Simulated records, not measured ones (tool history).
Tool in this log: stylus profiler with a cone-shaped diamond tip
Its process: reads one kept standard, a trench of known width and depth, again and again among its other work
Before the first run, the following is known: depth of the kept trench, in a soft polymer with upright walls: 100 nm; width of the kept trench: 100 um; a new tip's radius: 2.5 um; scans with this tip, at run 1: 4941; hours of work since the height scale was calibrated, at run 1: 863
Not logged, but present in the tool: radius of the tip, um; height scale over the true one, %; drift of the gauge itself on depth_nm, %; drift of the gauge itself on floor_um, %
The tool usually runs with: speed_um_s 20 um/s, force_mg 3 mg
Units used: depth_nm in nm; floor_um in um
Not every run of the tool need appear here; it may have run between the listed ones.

run   hour  speed_um_s  force_mg  scans with this tip  hours of work since the height scale was calibrated  depth_nm  floor_um
  1      0          20         3                 4941                                                  863    101.25      98.5
  2   34.2          20         3                 5073                                                  886    101.25     98.51
  3   56.8          20         3                 5160                                                  901    101.26     98.47
  4   74.9           9         3                 5230                                                  913    101.24     98.59
  5  102.7           9         3                 5338                                                  932    101.24     98.56
  6  119.8           9         3                 5404                                                  944    101.26     98.54
  7  146.9          18      1.75                 5509                                                  962    100.86     98.48
  8  171.6           7         3                 5604                                                  979    101.25     98.57
  9  208.9           7         3                 5748                                                 1004    101.26     98.52
 10  224.7           7         3                 5810                                                 1014    101.24     98.54
 11  247.8           7      1.46                 5899                                                 1030    100.76     98.54

Run 12 has not been measured yet. What should we expect?
 12  282.6          11      4.65                 6033                                                 1053         ?         ?

depth_nm: 101.68 nm
floor_um: 98.58 um
On a tool with no hidden condition, and with the same random variation, this run would have come out at depth_nm 101.68 nm, floor_um 98.58 um.
